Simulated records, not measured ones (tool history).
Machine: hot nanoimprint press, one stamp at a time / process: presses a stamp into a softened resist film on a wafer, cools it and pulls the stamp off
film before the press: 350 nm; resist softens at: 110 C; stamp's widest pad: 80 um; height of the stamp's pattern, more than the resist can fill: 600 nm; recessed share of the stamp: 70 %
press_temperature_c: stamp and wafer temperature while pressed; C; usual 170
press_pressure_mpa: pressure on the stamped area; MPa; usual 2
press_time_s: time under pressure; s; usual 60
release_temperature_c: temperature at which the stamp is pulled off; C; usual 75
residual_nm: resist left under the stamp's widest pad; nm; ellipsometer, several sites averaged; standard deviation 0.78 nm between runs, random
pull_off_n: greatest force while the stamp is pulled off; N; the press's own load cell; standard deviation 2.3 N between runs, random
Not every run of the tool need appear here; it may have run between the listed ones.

{"run": 1, "hour": 0.0, "press_temperature_c": 170, "press_pressure_mpa": 2, "press_time_s": 60, "release_temperature_c": 75, "residual_nm": 122.7, "pull_off_n": 240}
{"run": 2, "hour": 21.6, "press_temperature_c": 170, "press_pressure_mpa": 2, "press_time_s": 60, "release_temperature_c": 75, "residual_nm": 121.6, "pull_off_n": 249}
{"run": 3, "hour": 57.2, "press_temperature_c": 170, "press_pressure_mpa": 2, "press_time_s": 60, "release_temperature_c": 75, "residual_nm": 121.3, "pull_off_n": 257}
{"hour": 88.7, "done": "stamp cleaned and given a new release coat"}
{"run": 4, "hour": 101.3, "press_temperature_c": 170, "press_pressure_mpa": 2, "press_time_s": 64, "release_temperature_c": 75, "residual_nm": 118.1, "pull_off_n": 229}
{"run": 5, "hour": 133.9, "press_temperature_c": 170, "press_pressure_mpa": 2, "press_time_s": 64, "release_temperature_c": 75, "residual_nm": 115, "pull_off_n": 243}
{"run": 6, "hour": 175.9, "press_temperature_c": 170, "press_pressure_mpa": 2, "press_time_s": 64, "release_temperature_c": 66, "residual_nm": 113.9, "pull_off_n": 269}
{"hour": 210.3, "done": "stamp cleaned and given a new release coat"}
{"run": 7, "hour": 218.3, "press_temperature_c": 170, "press_pressure_mpa": 2, "press_time_s": 64, "release_temperature_c": 66, "residual_nm": 115.2, "pull_off_n": 245}
{"run": 8, "hour": 256.9, "press_temperature_c": 170, "press_pressure_mpa": 2, "press_time_s": 57, "release_temperature_c": 75, "residual_nm": 119.6, "pull_off_n": 241}
{"run": 9, "hour": 300.4, "press_temperature_c": 170, "press_pressure_mpa": 2, "press_time_s": 57, "release_temperature_c": 75, "residual_nm": 118.8, "pull_off_n": 254}
{"hour": 335.0, "done": "stamp cleaned and given a new release coat"}
{"run": 10, "hour": 339.7, "press_temperature_c": 170, "press_pressure_mpa": 2, "press_time_s": 57, "release_temperature_c": 75, "residual_nm": 118.2, "pull_off_n": 230}
{"hour": 366.5, "done": "plate thermocouple calibrated"}
{"run": 11, "hour": 378.9, "press_temperature_c": 170, "press_pressure_mpa": 2, "press_time_s": 57, "release_temperature_c": 75, "residual_nm": 112.4, "pull_off_n": 239}
{"run": 12, "hour": 413.6, "press_temperature_c": 170, "press_pressure_mpa": 2, "press_time_s": 57, "release_temperature_c": 75, "residual_nm": 111.4, "pull_off_n": 246}
{"run": 13, "hour": 438.8, "press_temperature_c": 170, "press_pressure_mpa": 2, "press_time_s": 57, "release_temperature_c": 75, "residual_nm": 111.3, "pull_off_n": 253}
{"hour": 459.3, "done": "stamp cleaned and given a new release coat"}
{"run": 14, "hour": 464.3, "press_temperature_c": 170, "press_pressure_mpa": 2, "press_time_s": 114, "release_temperature_c": 75, "residual_nm": 79.7, "pull_off_n": 228}
{"run": 15, "hour": 505.7, "press_temperature_c": 170, "press_pressure_mpa": 2, "press_time_s": 60, "release_temperature_c": 75, "residual_nm": 107, "pull_off_n": 240}
{"run": 16, "hour": 541.8, "press_temperature_c": 170, "press_pressure_mpa": 2, "press_time_s": 60, "release_temperature_c": 75, "residual_nm": 106.5, "pull_off_n": 252}
{"hour": 559.2, "done": "plate thermocouple calibrated, once more"}
{"run": 17, "hour": 566.6, "press_temperature_c": 169, "press_pressure_mpa": 1.44, "press_time_s": 116, "release_temperature_c": 65, "residual_nm": 119.3, "pull_off_n": 279}
{"hour": 585.4, "done": "stamp cleaned and given a new release coat"}
{"run": 18, "hour": 611.8, "press_temperature_c": 163, "press_pressure_mpa": 1.44, "press_time_s": 49, "release_temperature_c": 77, "residual_nm": 241.6, "pull_off_n": 234}
{"run": 19, "hour": 637.7, "press_temperature_c": 163, "press_pressure_mpa": 1.44, "press_time_s": 49, "release_temperature_c": 77, "residual_nm": 239.2, "pull_off_n": 241}
{"run": 20, "hour": 665.7, "press_temperature_c": 163, "press_pressure_mpa": 1.44, "press_time_s": 49, "release_temperature_c": 77, "residual_nm": 237.6, "pull_off_n": 250}
{"hour": 708.1, "done": "stamp cleaned and given a new release coat"}
{"run": 21, "hour": 718.4, "press_temperature_c": 159, "press_pressure_mpa": 2, "press_time_s": 92, "release_temperature_c": 75, "residual_nm": 221.4, "pull_off_n": 232}
{"run": 22, "hour": 758.3, "press_temperature_c": 182, "press_pressure_mpa": 2.66, "press_time_s": 108, "release_temperature_c": 69, "residual_nm": 35.1, "pull_off_n": 252}
{"run": 23, "hour": 802.4, "press_temperature_c": 182, "press_pressure_mpa": 2.66, "press_time_s": 108, "release_temperature_c": 69, "residual_nm": 35.3, "pull_off_n": 264}
{"hour": 830.2, "done": "stamp cleaned and given a new release coat"}
{"run": 24, "hour": 842.5, "press_temperature_c": 170, "press_pressure_mpa": 2, "press_time_s": 58, "release_temperature_c": 71, "residual_nm": 124.5, "pull_off_n": 238}
{"run": 25, "hour": 867.1, "press_temperature_c": 170, "press_pressure_mpa": 2, "press_time_s": 58, "release_temperature_c": 77, "residual_nm": 124.1, "pull_off_n": 237}
{"run": 26, "hour": 904.5, "press_temperature_c": 162, "press_pressure_mpa": 2.19, "press_time_s": 40, "release_temperature_c": 76, "residual_nm": 227.5, "pull_off_n": 246}
{"run": 27, "hour": 926.5, "press_temperature_c": 170, "press_pressure_mpa": 2.65, "press_time_s": 45, "release_temperature_c": 78, "residual_nm": 121.9, "pull_off_n": 255}
{"hour": 952.7, "done": "stamp cleaned and given a new release coat"}
{"run": 28, "hour": 965.8, "press_temperature_c": 170, "press_pressure_mpa": 2.65, "press_time_s": 45, "release_temperature_c": 78, "residual_nm": 119.1, "pull_off_n": 230}
{"run": 29, "hour": 1012.6, "press_temperature_c": 169, "press_pressure_mpa": 1.64, "press_time_s": 64, "release_temperature_c": 62, "residual_nm": 134.6, "pull_off_n": 270}

3 ways to go on from here, each from the tool as it stands after run 29. What would each give?
{"run": "A", "hour": 1060.6, "press_temperature_c": 170, "press_pressure_mpa": 2, "press_time_s": 60, "release_temperature_c": 77, "residual_nm": "?", "pull_off_n": "?"}
{"run": "B", "hour": 1060.6, "press_temperature_c": 177, "press_pressure_mpa": 1.64, "press_time_s": 64, "release_temperature_c": 62, "residual_nm": "?", "pull_off_n": "?"}
{"run": "C", "hour": 1060.6, "press_temperature_c": 167, "press_pressure_mpa": 1.74, "press_time_s": 33, "release_temperature_c": 62, "residual_nm": "?", "pull_off_n": "?"}

run=A residual_nm=117.8 pull_off_n=256
run=B residual_nm=75.9 pull_off_n=283
run=C residual_nm=194.2 pull_off_n=279
With no hidden state in the tool, these same runs would have given:
run=A residual_nm=128.6 pull_off_n=228
run=B residual_nm=82.8 pull_off_n=252
run=C residual_nm=208.9 pull_off_n=248
